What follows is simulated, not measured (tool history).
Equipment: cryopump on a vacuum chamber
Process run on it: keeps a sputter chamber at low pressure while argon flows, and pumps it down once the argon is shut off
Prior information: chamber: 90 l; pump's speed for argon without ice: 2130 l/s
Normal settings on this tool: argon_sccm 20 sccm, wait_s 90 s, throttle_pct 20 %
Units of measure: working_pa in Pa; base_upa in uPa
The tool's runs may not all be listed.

Run 1, hour 0.0: usual settings. Result: working_pa 0.0833 Pa, base_upa 1.25 uPa.
Run 2, hour 27.0: usual settings. Result: working_pa 0.0815 Pa, base_upa 1.24 uPa.
Run 3, hour 70.8: usual settings. Result: working_pa 0.0823 Pa, base_upa 1.19 uPa.
Run 4, hour 91.8: usual settings. Result: working_pa 0.0826 Pa, base_upa 1.23 uPa.
Run 5, hour 118.8: usual settings. Result: working_pa 0.0836 Pa, base_upa 1.27 uPa.
Run 6, hour 137.4: usual settings. Result: working_pa 0.0833 Pa, base_upa 1.21 uPa.
Run 7, hour 177.0: usual settings. Result: working_pa 0.0830 Pa, base_upa 1.29 uPa.
Run 8, hour 216.5: usual settings. Result: working_pa 0.0834 Pa, base_upa 1.26 uPa.
Run 9, hour 249.2: usual settings. Result: working_pa 0.0842 Pa, base_upa 1.27 uPa.
Run 10, hour 275.5: usual settings. Result: working_pa 0.0827 Pa, base_upa 1.25 uPa.
Run 11, hour 318.5: usual settings. Result: working_pa 0.0833 Pa, base_upa 1.35 uPa.
Run 12, hour 347.2: usual settings. Result: working_pa 0.0850 Pa, base_upa 1.28 uPa.
At hour 375.7: pump warmed up, emptied and cooled again.
Run 13, hour 378.5: usual settings. Result: working_pa 0.0790 Pa, base_upa 1.12 uPa.
Run 14, hour 397.1: usual settings but argon_sccm 9 sccm, wait_s 60 s, throttle_pct 17 %. Result: working_pa 0.0421 Pa, base_upa 1.37 uPa.
Run 15, hour 418.7: usual settings but wait_s 187 s. Result: working_pa 0.0787 Pa, base_upa 0.87 uPa.
Run 16, hour 447.2: usual settings but wait_s 187 s. Result: working_pa 0.0797 Pa, base_upa 0.95 uPa.
Run 17, hour 473.6: usual settings but argon_sccm 13 sccm, wait_s 187 s. Result: working_pa 0.0521 Pa, base_upa 0.97 uPa.
Run 18, hour 514.5: usual settings but argon_sccm 9 sccm, wait_s 282 s, throttle_pct 53 %. Result: working_pa 0.0141 Pa, base_upa 0.89 uPa.
Run 19, hour 544.2: usual settings but argon_sccm 17 sccm, wait_s 44 s, throttle_pct 53 %. Result: working_pa 0.0263 Pa, base_upa 1.61 uPa.
Run 20, hour 568.7: usual settings but argon_sccm 16 sccm, wait_s 44 s, throttle_pct 53 %. Result: working_pa 0.0254 Pa, base_upa 1.59 uPa.
Run 21, hour 606.8: usual settings but argon_sccm 16 sccm, wait_s 44 s, throttle_pct 53 %. Result: working_pa 0.0252 Pa, base_upa 1.59 uPa.
Run 22, hour 629.6: usual settings but wait_s 177 s, throttle_pct 55 %. Result: working_pa 0.0302 Pa, base_upa 1.01 uPa.
Run 23, hour 661.0: usual settings but wait_s 177 s, throttle_pct 55 %. Result: working_pa 0.0291 Pa, base_upa 1.04 uPa.
Run 24, hour 696.8: usual settings but argon_sccm 9 sccm, wait_s 81 s, throttle_pct 35 %. Result: working_pa 0.0214 Pa, base_upa 1.27 uPa.

3 ways to go on from here, each from the tool as it stands after run 24. What would each give?
Run A, hour 732.8: usual settings but argon_sccm 9 sccm, wait_s 103 s, throttle_pct 39 %. Result: working_pa ?, base_upa ?.
Run B, hour 732.8: usual settings but argon_sccm 17 sccm, wait_s 209 s, throttle_pct 17 %. Result: working_pa ?, base_upa ?.
Run C, hour 732.8: usual settings but argon_sccm 30 sccm, wait_s 87 s, throttle_pct 43 %. Result: working_pa ?, base_upa ?.

run  working_pa  base_upa
  A      0.0189      1.17
  B      0.0803      1.00
  C      0.0568      1.23
Take away the tool's hidden state, keep each run's random variation, and the runs would have read:
run  working_pa  base_upa
  A      0.0184      0.49
  B      0.0793      0.31
  C      0.0549      0.54
